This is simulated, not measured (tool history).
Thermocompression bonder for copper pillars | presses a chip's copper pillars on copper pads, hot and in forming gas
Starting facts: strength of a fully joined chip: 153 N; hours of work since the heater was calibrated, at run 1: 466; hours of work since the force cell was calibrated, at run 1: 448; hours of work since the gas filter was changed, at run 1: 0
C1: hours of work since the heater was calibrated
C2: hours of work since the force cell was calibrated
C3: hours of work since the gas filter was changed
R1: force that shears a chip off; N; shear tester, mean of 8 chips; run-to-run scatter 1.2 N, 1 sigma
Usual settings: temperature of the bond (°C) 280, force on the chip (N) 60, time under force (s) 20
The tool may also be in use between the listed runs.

Run 1, day 0: usual settings; C1 466; C2 448; C3 0. Result: R1 109.4 N.
Run 2, day 0.504: usual settings but time under force (s) 11; C1 474; C2 456; C3 8. Result: R1 91 N.
Run 3, day 1.392: usual settings but time under force (s) 11; C1 488; C2 470; C3 22. Result: R1 93.6 N.
Run 4, day 2.129: usual settings but time under force (s) 11; C1 500; C2 482; C3 34. Result: R1 93.8 N.
Run 5, day 3.167: usual settings but time under force (s) 11; C1 517; C2 499; C3 51. Result: R1 91.8 N.
Run 6, day 4.033: usual settings; C1 530; C2 513; C3 65. Result: R1 108.9 N.
Run 7, day 4.496: usual settings; C1 538; C2 520; C3 72. Result: R1 111.1 N.
Run 8, day 5.171: usual settings; C1 549; C2 531; C3 83. Result: R1 106.8 N.
Run 9, day 5.983: usual settings but temperature of the bond (°C) 259, time under force (s) 49; C1 562; C2 544; C3 96. Result: R1 112.4 N.
Run 10, day 6.567: usual settings but temperature of the bond (°C) 275, time under force (s) 33; C1 571; C2 553; C3 106. Result: R1 116.2 N.
Run 11, day 7.375: usual settings but temperature of the bond (°C) 293, time under force (s) 16; C1 584; C2 566; C3 119. Result: R1 111.1 N.
Run 12, day 8.112: usual settings but force on the chip (N) 62; C1 596; C2 578; C3 131. Result: R1 111.1 N.

Estimate the outcome of run 13 from the log above:
At day 8.571: heater calibrated with a thermocouple chip.
Run 13, day 8.662: usual settings but time under force (s) 25; C1 1; C2 586; C3 138. Result: R1 ?.

R1: 114.1 N
With the hidden condition absent and the run-to-run variation left alone, this run would have shown R1 114.2 N.
